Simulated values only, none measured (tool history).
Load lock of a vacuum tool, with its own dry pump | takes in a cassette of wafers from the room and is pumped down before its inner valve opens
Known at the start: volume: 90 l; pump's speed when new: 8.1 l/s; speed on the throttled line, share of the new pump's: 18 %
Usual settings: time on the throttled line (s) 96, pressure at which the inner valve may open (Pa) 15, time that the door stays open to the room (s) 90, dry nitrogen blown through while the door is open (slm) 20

| run | hour | time on the throttled line (s) | pressure at which the inner valve may open (Pa) | time that the door stays open to the room (s) | dry nitrogen blown through while the door is open (slm) | incoming humidity of the room's air, % | time from the closed door until the inner valve may open (s) | rise of the pressure with all valves shut (Pa/min) |
|---|---|---|---|---|---|---|---|---|
| 1 | 0.0 | 96 | 15 | 90 | 20 | 45.9 | 182.7 | 0.174 |
| 2 | 414.7 | 96 | 15 | 90 | 20 | 46.3 | 181.6 | 0.186 |
| 3 | 789.5 | 96 | 15 | 90 | 16 | 46.5 | 183.6 | 0.192 |
| 4 | 1364.7 | 96 | 15 | 235 | 16 | 47.6 | 183.9 | 0.207 |
| 5 | 1803.2 | 96 | 15 | 235 | 16 | 46.0 | 184.2 | 0.216 |
| 6 | 2190.0 | 96 | 15 | 235 | 16 | 41.9 | 186.4 | 0.216 |
| 7 | 2822.2 | 96 | 15 | 38 | 20 | 46.4 | 187.2 | 0.210 |
| 8 | 3126.0 | 96 | 15 | 98 | 20 | 44.8 | 185.4 | 0.026 |
| 9 | 3757.4 | 96 | 15 | 90 | 20 | 44.1 | 188.2 | 0.030 |
| 10 | 4136.9 | 96 | 14 | 90 | 20 | 44.3 | 188.8 | 0.028 |
| 11 | 4732.6 | 96 | 14 | 90 | 20 | 46.3 | 192.9 | 0.030 |
| 12 | 5268.3 | 96 | 15 | 90 | 20 | 46.7 | 190.1 | 0.034 |
| 13 | 5735.1 | 96 | 15 | 90 | 20 | 45.7 | 190.7 | 0.037 |
| 14 | 6414.0 | 96 | 15 | 58 | 20 | 46.2 | 192.7 | 0.034 |
| 15 | 6957.2 | 96 | 15 | 90 | 20 | 44.9 | 195.0 | 0.041 |
| 16 | 7479.6 | 96 | 15 | 90 | 20 | 45.0 | 176.6 | 0.046 |
| 17 | 7807.8 | 96 | 15 | 90 | 20 | 44.2 | 178.9 | 0.047 |
| 18 | 8307.9 | 96 | 15 | 90 | 20 | 45.2 | 181.2 | 0.048 |
| 19 | 8595.8 | 96 | 15 | 90 | 8 | 45.4 | 180.8 | 0.067 |
| 20 | 9085.7 | 96 | 15 | 90 | 8 | 44.5 | 180.3 | 0.074 |
| 21 | 9404.7 | 81 | 11 | 30 | 5 | 43.7 | 172.2 | 0.060 |
| 22 | 9833.8 | 81 | 11 | 30 | 5 | 45.0 | 172.4 | 0.065 |
| 23 | 10259.6 | 109 | 15 | 32 | 20 | 48.5 | 191.8 | 0.061 |
| 24 | 10822.2 | 184 | 19 | 144 | 10 | 44.6 | 252.0 | 0.079 |
| 25 | 11189.9 | 75 | 15 | 64 | 13 | 46.3 | 166.2 | 0.074 |
| 26 | 11752.6 | 75 | 15 | 64 | 13 | 45.3 | 167.2 | 0.077 |
| 27 | 12072.5 | 75 | 15 | 64 | 13 | 45.9 | 166.6 | 0.082 |
| 28 | 12569.3 | 75 | 15 | 64 | 13 | 46.4 | 169.0 | 0.079 |
| 29 | 12936.3 | 124 | 21 | 161 | 5 | 47.5 | 205.1 | 0.118 |
| 30 | 13619.6 | 124 | 21 | 161 | 5 | 44.6 | 205.6 | 0.118 |
| 31 | 14125.7 | 124 | 21 | 161 | 5 | 45.9 | 207.8 | 0.120 |
| 32 | 14479.7 | 125 | 30 | 133 | 19 | 42.0 | 203.3 | 0.096 |
| 33 | 14965.6 | 96 | 13 | 28 | 20 | 40.2 | 191.7 | 0.094 |
| 34 | 15258.7 | 149 | 15 | 90 | 12 | 42.0 | 233.6 | 0.110 |
| 35 | 15872.2 | 149 | 12 | 59 | 36 | 46.8 | 236.3 | 0.095 |
| 36 | 16558.7 | 149 | 12 | 59 | 36 | 41.0 | 236.9 | 0.108 |

Not shown: 2 entries that the log had between the listed runs. Between which runs, and how does the tool's hidden state differ before and after?
Between runs 7 and 8: door's seal changed, seat wiped (hour 3124.5)
  pump's speed, % of a new pump's: 90 -> 89.5; leak at the door's seal, Pa l/s: 0.2847 -> 0.0025
  measured less the result without the state, time from the closed door until the inner valve may open (s): +9.1 -> +9.5; rise of the pressure with all valves shut (Pa/min): +0.189 -> +0.000
Between runs 15 and 16: dry pump taken out, an overhauled one fitted (hour 7298.3)
  pump's speed, % of a new pump's: 82.9 -> 99.5; leak at the door's seal, Pa l/s: 0.0234 -> 0.0278
  measured less the result without the state, time from the closed door until the inner valve may open (s): +17.0 -> +0.3; rise of the pressure with all valves shut (Pa/min): +0.015 -> +0.018
